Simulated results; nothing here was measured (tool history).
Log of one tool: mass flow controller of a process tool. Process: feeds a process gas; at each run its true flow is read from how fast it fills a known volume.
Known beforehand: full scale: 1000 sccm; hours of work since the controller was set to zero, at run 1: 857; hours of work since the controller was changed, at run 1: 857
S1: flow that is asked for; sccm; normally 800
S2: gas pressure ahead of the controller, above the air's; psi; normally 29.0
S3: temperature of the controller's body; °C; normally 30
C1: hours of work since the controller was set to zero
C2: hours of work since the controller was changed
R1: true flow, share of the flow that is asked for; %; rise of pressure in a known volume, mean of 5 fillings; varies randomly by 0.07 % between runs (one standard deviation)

run 1 hour=0.0 | S1=800 S2=29.0 S3=30 | C1=857 C2=857 | R1=99.29
run 2 hour=56.7 | S1=800 S2=29.0 S3=30 | C1=881 C2=881 | R1=99.49
run 3 hour=152.9 | S1=800 S2=29.0 S3=35 | C1=922 C2=922 | R1=99.32
run 4 hour=223.7 | S1=800 S2=29.0 S3=33 | C1=952 C2=952 | R1=99.58
run 5 hour=300.0 | S1=800 S2=24.1 S3=30 | C1=985 C2=985 | R1=99.86
run 6 hour=361.3 | S1=800 S2=24.1 S3=30 | C1=1011 C2=1011 | R1=100.16
run 7 hour=449.5 | S1=800 S2=24.1 S3=30 | C1=1049 C2=1049 | R1=100.18
run 8 hour=515.5 | S1=800 S2=25.2 S3=30 | C1=1077 C2=1077 | R1=100.33
run 9 hour=582.2 | S1=800 S2=25.2 S3=30 | C1=1105 C2=1105 | R1=100.53
run 10 hour=663.5 | S1=800 S2=35.8 S3=29 | C1=1140 C2=1140 | R1=101.17
run 11 hour=708.4 | S1=553 S2=29.0 S3=38 | C1=1159 C2=1159 | R1=100.13
run 12 hour=764.0 | S1=800 S2=29.0 S3=25 | C1=1182 C2=1182 | R1=101.56
run 13 hour=821.6 | S1=800 S2=29.0 S3=25 | C1=1207 C2=1207 | R1=101.65
run 14 hour=868.2 | S1=800 S2=29.0 S3=25 | C1=1227 C2=1227 | R1=101.77
run 15 hour=917.4 | S1=941 S2=38.7 S3=30 | C1=1248 C2=1248 | R1=102.07
-- hour=962.8 gauge calibrated
run 16 hour=988.3 | S1=249 S2=29.0 S3=30 | C1=1278 C2=1278 | R1=98.58
run 17 hour=1043.2 | S1=668 S2=29.0 S3=30 | C1=1301 C2=1301 | R1=99.34

What if the next run were any one of these 5? Each begins from the tool's condition after run 17:
run A hour=1136.0 | S1=785 S2=20.6 S3=23 | C1=1341 C2=1341 | R1=?
run B hour=1136.0 | S1=668 S2=32.2 S3=33 | C1=1341 C2=1341 | R1=?
run C hour=1136.0 | S1=513 S2=24.4 S3=30 | C1=1341 C2=1341 | R1=?
run D hour=1136.0 | S1=800 S2=26.1 S3=25 | C1=1341 C2=1341 | R1=?
run E hour=1136.0 | S1=690 S2=25.8 S3=30 | C1=1341 C2=1341 | R1=?

run=A R1=99.91
run=B R1=99.46
run=C R1=99.20
run=D R1=100.10
run=E R1=99.38
The same runs, with their run-to-run variation unchanged, on a tool lacking any hidden condition would have given:
run=A R1=99.50
run=B R1=99.05
run=C R1=98.79
run=D R1=99.69
run=E R1=98.98
